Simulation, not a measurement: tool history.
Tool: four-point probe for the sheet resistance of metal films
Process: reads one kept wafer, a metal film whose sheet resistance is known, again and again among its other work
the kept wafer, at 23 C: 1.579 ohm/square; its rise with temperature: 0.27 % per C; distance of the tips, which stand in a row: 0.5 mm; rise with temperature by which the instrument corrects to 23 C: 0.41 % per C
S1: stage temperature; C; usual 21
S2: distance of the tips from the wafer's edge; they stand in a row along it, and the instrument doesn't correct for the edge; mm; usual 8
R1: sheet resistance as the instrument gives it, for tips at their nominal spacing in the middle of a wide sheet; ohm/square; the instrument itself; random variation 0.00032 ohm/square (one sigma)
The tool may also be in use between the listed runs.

run    hour  S1  S2        R1
  1       0  21   8  1.591004
  2      72  20   8  1.593843
  3   142.5  21   9  1.591353
  4     231  21  38  1.589779
  5   292.5  21   8  1.593024
  6   383.9  21   8  1.593217
  7   467.5  21   8  1.594235
  8   543.9  21   8  1.594242
  9   587.2  21   8  1.594169
 10   628.6  21   8  1.595653
 11   683.4  21   8  1.595728
 12   769.2  21   8  1.596409
      794.2  -- new probe head fitted
 13   826.9  21   8  1.585071
 14   866.7  21   7  1.585914
 15   923.3  21   7  1.586182
 16   977.3  27   7  1.572904
 17  1029.1  27   7  1.573676
 18  1087.8  27   7  1.573585
 19  1167.1  27   7  1.574003
 20  1248.8  29   8  1.570132
 21  1333.1  29   8  1.570175
       1350  -- stage's thermometer calibrated
 22  1413.1  29   8  1.569716
 23  1456.3  21  11  1.586072
 24  1506.7  35  41  1.554484
 25    1551  28  68   1.57009
 26  1636.8  29  24  1.569138
 27    1730  20  11  1.590508
 28  1808.8  20  11  1.591071
 29  1850.7  28   8  1.574862
 30    1933  28  26  1.572519
 31  1985.4  28  26   1.57231
 32  2063.3  28  26  1.573057
 33    2127  28  26  1.573312
 34  2174.1  27   3  1.599398
 35  2255.9  27   3  1.599633
 36  2314.6  21   6  1.596342
 37  2405.4  19   3  1.618832
 38  2445.1  18  35  1.597856
 39  2487.4  23  12    1.5884
 40  2567.5  23  12  1.588351
 41  2663.7  23  12  1.589223
 42    2712  29   4  1.587946
 43  2805.6  26  40  1.581894
 44  2881.1  26  40   1.58205

Forecast each of these 4 alternatives for the next run:
  A  2942.3  29  73   ?
  B  2942.3  31   5   ?
  C  2942.3  21  27   ?
  D  2942.3  27   8   ?

run        R1
  A  1.575933
  B  1.580858
  C  1.593583
  D  1.583462
Without the tool's hidden state the same runs would have given:
run        R1
  A  1.565642
  B  1.570541
  C  1.583172
  D  1.573123
